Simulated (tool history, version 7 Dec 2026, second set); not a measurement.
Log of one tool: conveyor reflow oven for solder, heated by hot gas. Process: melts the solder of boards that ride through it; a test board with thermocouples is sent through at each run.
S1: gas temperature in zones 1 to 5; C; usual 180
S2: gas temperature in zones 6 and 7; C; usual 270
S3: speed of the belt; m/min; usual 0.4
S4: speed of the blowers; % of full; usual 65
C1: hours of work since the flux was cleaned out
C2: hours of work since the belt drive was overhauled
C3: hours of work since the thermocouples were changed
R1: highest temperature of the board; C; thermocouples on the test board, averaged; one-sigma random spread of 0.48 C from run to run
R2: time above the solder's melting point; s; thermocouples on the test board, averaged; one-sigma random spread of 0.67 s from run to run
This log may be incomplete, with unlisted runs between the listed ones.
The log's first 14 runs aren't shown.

{"run": 15, "hour": 198.5, "S1": 180, "S2": 270, "S3": 0.466, "S4": 65, "C1": 19, "C2": 487, "C3": 60, "R1": 246.8, "R2": 62.3}
{"run": 16, "hour": 218.9, "S1": 192, "S2": 270, "S3": 0.346, "S4": 65, "C1": 30, "C2": 498, "C3": 71, "R1": 258.2, "R2": 110.7}
{"run": 17, "hour": 238.4, "S1": 192, "S2": 270, "S3": 0.346, "S4": 65, "C1": 40, "C2": 508, "C3": 81, "R1": 257.5, "R2": 109.2}
{"run": 18, "hour": 258.2, "S1": 181, "S2": 271, "S3": 0.346, "S4": 66, "C1": 50, "C2": 518, "C3": 91, "R1": 257.7, "R2": 100.8}
{"run": 19, "hour": 266.5, "S1": 181, "S2": 271, "S3": 0.346, "S4": 66, "C1": 55, "C2": 522, "C3": 95, "R1": 256.8, "R2": 101.6}
{"run": 20, "hour": 275.0, "S1": 183, "S2": 271, "S3": 0.346, "S4": 54, "C1": 59, "C2": 527, "C3": 100, "R1": 254.7, "R2": 100.8}
{"hour": 282.0, "done": "flux residue cleaned out of gas plates and filters, once more"}
{"run": 21, "hour": 294.8, "S1": 170, "S2": 262, "S3": 0.378, "S4": 68, "C1": 7, "C2": 535, "C3": 107, "R1": 249.7, "R2": 81.3}
{"run": 22, "hour": 310.9, "S1": 190, "S2": 259, "S3": 0.332, "S4": 75, "C1": 15, "C2": 543, "C3": 116, "R1": 253, "R2": 111.7}
{"run": 23, "hour": 330.3, "S1": 180, "S2": 265, "S3": 0.4, "S4": 57, "C1": 25, "C2": 553, "C3": 126, "R1": 250.4, "R2": 80.7}
{"run": 24, "hour": 347.6, "S1": 180, "S2": 270, "S3": 0.343, "S4": 65, "C1": 34, "C2": 562, "C3": 135, "R1": 260.5, "R2": 106.8}
{"run": 25, "hour": 365.8, "S1": 180, "S2": 269, "S3": 0.343, "S4": 66, "C1": 44, "C2": 571, "C3": 144, "R1": 259.4, "R2": 107.6}
{"run": 26, "hour": 385.9, "S1": 180, "S2": 267, "S3": 0.343, "S4": 66, "C1": 54, "C2": 582, "C3": 155, "R1": 257.5, "R2": 104.4}
{"run": 27, "hour": 405.1, "S1": 180, "S2": 267, "S3": 0.343, "S4": 66, "C1": 64, "C2": 592, "C3": 165, "R1": 257.3, "R2": 105.2}
{"run": 28, "hour": 414.8, "S1": 170, "S2": 270, "S3": 0.4, "S4": 65, "C1": 69, "C2": 597, "C3": 170, "R1": 254, "R2": 80.4}
{"run": 29, "hour": 433.8, "S1": 189, "S2": 264, "S3": 0.457, "S4": 65, "C1": 79, "C2": 607, "C3": 180, "R1": 247.9, "R2": 73.2}
{"run": 30, "hour": 450.9, "S1": 177, "S2": 282, "S3": 0.355, "S4": 53, "C1": 88, "C2": 615, "C3": 188, "R1": 265.9, "R2": 104.7}

What if the next run were any one of these 5? Each begins from the tool's condition after run 30:
{"run": "A", "hour": 469.5, "S1": 191, "S2": 270, "S3": 0.4, "S4": 65, "C1": 97, "C2": 625, "C3": 198, "R1": "?", "R2": "?"}
{"run": "B", "hour": 469.5, "S1": 177, "S2": 282, "S3": 0.419, "S4": 53, "C1": 97, "C2": 625, "C3": 198, "R1": "?", "R2": "?"}
{"run": "C", "hour": 469.5, "S1": 180, "S2": 270, "S3": 0.4, "S4": 65, "C1": 97, "C2": 625, "C3": 198, "R1": "?", "R2": "?"}
{"run": "D", "hour": 469.5, "S1": 177, "S2": 282, "S3": 0.411, "S4": 53, "C1": 97, "C2": 625, "C3": 198, "R1": "?", "R2": "?"}
{"run": "E", "hour": 469.5, "S1": 180, "S2": 274, "S3": 0.355, "S4": 59, "C1": 97, "C2": 625, "C3": 198, "R1": "?", "R2": "?"}

run=A R1=257.5 R2=94.1
run=B R1=259.8 R2=82.4
run=C R1=255.7 R2=87.3
run=D R1=261 R2=85.5
run=E R1=260.5 R2=103.6
Without the tool's unlogged condition, the same runs would have read:
run=A R1=258.2 R2=93.3
run=B R1=260.5 R2=81.7
run=C R1=256.4 R2=86.7
run=D R1=261.7 R2=84.8
run=E R1=261.1 R2=102.6

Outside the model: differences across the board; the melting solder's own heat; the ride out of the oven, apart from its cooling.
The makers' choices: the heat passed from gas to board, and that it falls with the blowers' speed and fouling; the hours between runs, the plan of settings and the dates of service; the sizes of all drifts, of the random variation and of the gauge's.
